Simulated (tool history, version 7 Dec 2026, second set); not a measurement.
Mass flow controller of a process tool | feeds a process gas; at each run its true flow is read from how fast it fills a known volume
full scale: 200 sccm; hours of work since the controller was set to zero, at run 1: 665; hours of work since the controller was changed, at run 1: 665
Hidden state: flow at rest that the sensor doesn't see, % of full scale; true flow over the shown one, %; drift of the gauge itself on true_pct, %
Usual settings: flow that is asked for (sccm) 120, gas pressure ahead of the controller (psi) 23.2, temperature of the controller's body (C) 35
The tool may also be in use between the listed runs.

| run | day | flow that is asked for (sccm) | gas pressure ahead of the controller (psi) | temperature of the controller's body (C) | hours of work since the controller was set to zero | hours of work since the controller was changed | true flow (%) |
|---|---|---|---|---|---|---|---|
| 1 | 0.000 | 120 | 23.2 | 35 | 665 | 665 | 98.85 |
| 2 | 5.479 | 120 | 23.2 | 35 | 705 | 705 | 98.70 |
| 3 | 9.171 | 120 | 23.2 | 35 | 732 | 732 | 98.83 |
| 4 | 12.400 | 120 | 34.4 | 35 | 756 | 756 | 98.37 |
| 5 | 18.554 | 120 | 23.2 | 21 | 801 | 801 | 100.64 |
| 6 | 23.317 | 120 | 23.2 | 21 | 836 | 836 | 100.63 |
| 7 | 29.817 | 120 | 23.2 | 21 | 884 | 884 | 100.85 |
| 8 | 35.146 | 120 | 23.2 | 21 | 923 | 923 | 100.84 |
| 9 | 40.167 | 120 | 23.2 | 21 | 960 | 960 | 100.94 |
| 10 | 43.483 | 120 | 23.2 | 35 | 984 | 984 | 99.46 |
| 11 | 49.512 | 120 | 23.9 | 35 | 1028 | 1028 | 99.39 |
| 12 | 56.004 | 120 | 23.2 | 35 | 1076 | 1076 | 99.47 |
| 13 | 61.375 | 120 | 23.2 | 35 | 1115 | 1115 | 99.61 |
| 14 | 67.079 | 120 | 23.2 | 23 | 1157 | 1157 | 101.13 |
| 15 | 72.242 | 120 | 31.0 | 35 | 1195 | 1195 | 99.42 |
| 16 | 75.354 | 120 | 31.0 | 35 | 1218 | 1218 | 99.45 |
| 17 | 78.100 | 120 | 31.0 | 35 | 1238 | 1238 | 99.48 |
| 18 | 81.800 | 120 | 31.0 | 35 | 1265 | 1265 | 99.55 |
| 19 | 88.342 | 78 | 23.2 | 35 | 1313 | 1313 | 99.62 |
| 20 | 92.421 | 78 | 23.2 | 35 | 1343 | 1343 | 99.71 |
| 21 | 98.988 | 78 | 23.2 | 35 | 1391 | 1391 | 99.86 |
| 22 | 102.867 | 120 | 23.2 | 35 | 1420 | 1420 | 100.12 |
| 23 | 108.596 | 120 | 23.2 | 35 | 1462 | 1462 | 100.37 |
| 24 | 114.167 | 120 | 21.2 | 35 | 1503 | 1503 | 100.66 |
| 25 | 117.633 | 62 | 21.9 | 28 | 1528 | 1528 | 100.84 |
| 26 | 123.404 | 120 | 33.5 | 37 | 1571 | 1571 | 99.77 |
| 27 | 126.679 | 120 | 33.5 | 37 | 1595 | 1595 | 99.80 |
| 28 | 130.433 | 120 | 40.3 | 28 | 1622 | 1622 | 100.70 |
| 29 | 134.738 | 120 | 40.3 | 28 | 1654 | 1654 | 100.71 |
|  | 135.608 | gauge calibrated |
| 30 | 138.400 | 120 | 40.3 | 28 | 1681 | 1681 | 98.72 |
| 31 | 142.254 | 64 | 34.5 | 28 | 1709 | 1709 | 98.86 |
| 32 | 145.396 | 120 | 37.4 | 34 | 1732 | 1732 | 98.37 |
| 33 | 150.879 | 120 | 23.2 | 25 | 1772 | 1772 | 100.21 |
| 34 | 155.358 | 120 | 35.4 | 23 | 1805 | 1805 | 99.91 |
| 35 | 161.762 | 120 | 35.4 | 23 | 1852 | 1852 | 100.00 |
| 36 | 164.879 | 26 | 30.3 | 37 | 1875 | 1875 | 98.23 |
| 37 | 170.450 | 26 | 30.3 | 37 | 1916 | 1916 | 98.15 |
| 38 | 173.854 | 26 | 30.3 | 37 | 1941 | 1941 | 98.19 |
| 39 | 178.296 | 154 | 20.7 | 37 | 1974 | 1974 | 99.36 |
| 40 | 182.117 | 120 | 29.0 | 23 | 2002 | 2002 | 100.54 |
| 41 | 188.338 | 61 | 23.2 | 23 | 2047 | 2047 | 100.76 |
| 42 | 191.879 | 120 | 26.7 | 38 | 2074 | 2074 | 98.96 |
| 43 | 196.267 | 149 | 36.0 | 28 | 2106 | 2106 | 99.95 |
| 44 | 201.162 | 120 | 26.4 | 22 | 2142 | 2142 | 101.12 |
| 45 | 204.646 | 23 | 23.9 | 36 | 2167 | 2167 | 99.19 |
| 46 | 210.338 | 23 | 21.3 | 36 | 2209 | 2209 | 99.37 |
| 47 | 214.971 | 23 | 21.3 | 36 | 2243 | 2243 | 99.37 |

3 ways to go on from here, each from the tool as it stands after run 47. What would each give?
| A | 221.379 | 135 | 32.9 | 39 | 2290 | 2290 | ? |
| B | 221.379 | 195 | 38.1 | 39 | 2290 | 2290 | ? |
| C | 221.379 | 126 | 21.3 | 35 | 2290 | 2290 | ? |

| run | true flow (%) |
|---|---|
| A | 99.18 |
| B | 99.18 |
| C | 99.98 |
Without the tool's hidden state the same runs would have given:
| run | true flow (%) |
|---|---|
| A | 97.92 |
| B | 97.93 |
| C | 98.72 |

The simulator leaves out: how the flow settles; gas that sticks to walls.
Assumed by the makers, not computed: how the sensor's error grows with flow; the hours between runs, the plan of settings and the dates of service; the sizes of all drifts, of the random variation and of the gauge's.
